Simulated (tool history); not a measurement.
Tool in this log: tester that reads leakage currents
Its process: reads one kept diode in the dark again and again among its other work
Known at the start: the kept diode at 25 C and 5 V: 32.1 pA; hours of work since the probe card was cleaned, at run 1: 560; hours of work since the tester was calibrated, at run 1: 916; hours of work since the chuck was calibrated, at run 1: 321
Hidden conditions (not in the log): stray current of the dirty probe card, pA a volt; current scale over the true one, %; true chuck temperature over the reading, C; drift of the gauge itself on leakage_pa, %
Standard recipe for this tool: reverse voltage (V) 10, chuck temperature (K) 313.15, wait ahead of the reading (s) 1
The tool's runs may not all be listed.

run,hour,reverse voltage (V),chuck temperature (K),wait ahead of the reading (s),hours of work since the probe card was cleaned,hours of work since the tester was calibrated,hours of work since the chuck was calibrated,current that the tester gives (pA)
1,0,10,313.15,1,560,916,321,167
2,112.3,10,313.15,1,639,996,400,164.28
3,215.6,10,313.15,1,712,1068,473,163.22
4,299.6,10,313.15,1.29,771,1128,532,160.83
5,369.5,10,313.15,7.74,820,1177,582,157.57
6,477.3,10,313.15,7.74,896,1253,658,155.74
7,574.1,10,313.15,7.74,965,1321,726,153.76
8,625.8,10,313.15,1,1001,1358,763,157.11
9,733.4,10,313.15,1,1077,1434,838,153.69
10,814.5,10,313.15,1,1134,1491,896,152.87
# hour 853.9: chuck's temperature calibrated
11,884,10,313.15,1,1182,1539,21,180.54
# hour 897.3: probe card cleaned and baked
12,943.8,10,313.15,1,33,1579,61,172.25
13,1004.8,10,313.15,1,76,1622,104,171.99
14,1062.2,10,313.15,1,116,1662,145,170.83
15,1173.7,10,313.15,2.51,195,1741,223,167.06
16,1284.7,10,313.15,2.51,273,1819,302,164.08
17,1335.5,9.6,297.15,1,309,1855,338,42.76
18,1421,10,296.15,2.77,369,1915,398,38.48
19,1470.5,17.8,296.15,2.62,404,1950,433,53.5
20,1550.3,16.5,296.15,2.75,461,2007,489,51.18
21,1609.1,5,310.15,5,502,2048,531,85.55
22,1700.9,5,310.15,5,567,2113,595,84.83
23,1804.8,7.8,313.15,3.37,640,2186,669,136.72
# hour 1835.6: tester calibrated
24,1876.7,10,298.15,0.54,690,29,718,49.64
25,1960.9,2.7,296.15,1,749,88,778,18.43
26,2056.8,10,313.15,1.67,817,156,845,154.82
27,2137.8,3.6,297.15,1,874,213,902,23.48
# hour 2169: chuck's temperature calibrated
28,2225.8,3.6,297.15,1,934,274,40,27.46
29,2308.8,10.2,331.15,3.12,993,333,99,711.81
30,2406,10.2,298.15,3.12,1062,401,167,52.16
31,2495.4,1.6,310.15,1,1125,464,230,50.34

How the hidden state differs across the entries between the runs, from the last listed run before each to the first after it:
Between runs 10 and 11: chuck's temperature calibrated (hour 853.9)
  stray current of the dirty probe card, pA a volt: 0.672 -> 0.701; current scale over the true one, %: -1.15 -> -1.18; true chuck temperature over the reading, C: -1.99 -> 0.11
  measured less the result without the state, current that the tester gives (pA): -21.72 -> +6.16
Between runs 11 and 12: probe card cleaned and baked (hour 897.3)
  stray current of the dirty probe card, pA a volt: 0.701 -> 0.041; current scale over the true one, %: -1.18 -> -1.21; true chuck temperature over the reading, C: 0.11 -> 0.01
  measured less the result without the state, current that the tester gives (pA): +6.16 -> -1.72
Between runs 23 and 24: tester calibrated (hour 1835.6)
  stray current of the dirty probe card, pA a volt: 0.392 -> 0.42; current scale over the true one, %: -1.61 -> -0.03; true chuck temperature over the reading, C: -1.34 -> -1.45
  measured less the result without the state, current that the tester gives (pA): -15.4 -> -1.83
Between runs 27 and 28: chuck's temperature calibrated (hour 2169)
  stray current of the dirty probe card, pA a volt: 0.524 -> 0.558; current scale over the true one, %: -0.15 -> -0.19; true chuck temperature over the reading, C: -1.86 -> -0.11
  measured less the result without the state, current that the tester gives (pA): -2.16 -> +1.66

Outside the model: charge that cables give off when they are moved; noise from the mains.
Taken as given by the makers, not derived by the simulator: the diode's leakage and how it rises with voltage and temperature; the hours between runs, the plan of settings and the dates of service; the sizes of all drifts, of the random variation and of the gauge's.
